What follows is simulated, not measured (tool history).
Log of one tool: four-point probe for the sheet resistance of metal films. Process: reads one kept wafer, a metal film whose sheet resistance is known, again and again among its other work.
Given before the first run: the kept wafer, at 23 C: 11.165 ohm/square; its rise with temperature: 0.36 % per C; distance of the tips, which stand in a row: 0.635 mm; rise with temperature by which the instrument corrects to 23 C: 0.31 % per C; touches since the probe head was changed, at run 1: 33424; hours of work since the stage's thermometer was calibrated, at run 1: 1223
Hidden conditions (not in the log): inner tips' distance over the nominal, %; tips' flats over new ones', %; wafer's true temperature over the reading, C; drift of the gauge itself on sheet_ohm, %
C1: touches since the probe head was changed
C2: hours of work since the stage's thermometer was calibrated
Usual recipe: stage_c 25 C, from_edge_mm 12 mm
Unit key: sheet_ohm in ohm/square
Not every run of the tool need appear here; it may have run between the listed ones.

run 1 day=0.000 | stage_c=25 from_edge_mm=12 | C1=33424 C2=1223 | sheet_ohm=11.185302
run 2 day=0.992 | stage_c=25 from_edge_mm=12 | C1=34469 C2=1241 | sheet_ohm=11.182474
run 3 day=2.017 | stage_c=33 from_edge_mm=12 | C1=35548 C2=1259 | sheet_ohm=11.218576
run 4 day=2.758 | stage_c=33 from_edge_mm=12 | C1=36331 C2=1272 | sheet_ohm=11.220103
run 5 day=3.350 | stage_c=25 from_edge_mm=12 | C1=36953 C2=1283 | sheet_ohm=11.184717
run 6 day=3.954 | stage_c=25 from_edge_mm=4 | C1=37590 C2=1293 | sheet_ohm=11.315629
run 7 day=4.971 | stage_c=25 from_edge_mm=4 | C1=38664 C2=1311 | sheet_ohm=11.318693
run 8 day=5.783 | stage_c=32 from_edge_mm=4 | C1=39519 C2=1326 | sheet_ohm=11.348762
run 9 day=6.408 | stage_c=32 from_edge_mm=4 | C1=40177 C2=1337 | sheet_ohm=11.348147

Run 10 has not been measured yet. What should we expect?
run 10 day=7.388 | stage_c=32 from_edge_mm=4 | C1=41209 C2=1354 | sheet_ohm=?

{"run 10": {"sheet_ohm": 11.348075}}
With no hidden state in the tool, this same run would have given sheet_ohm 11.357492 ohm/square.
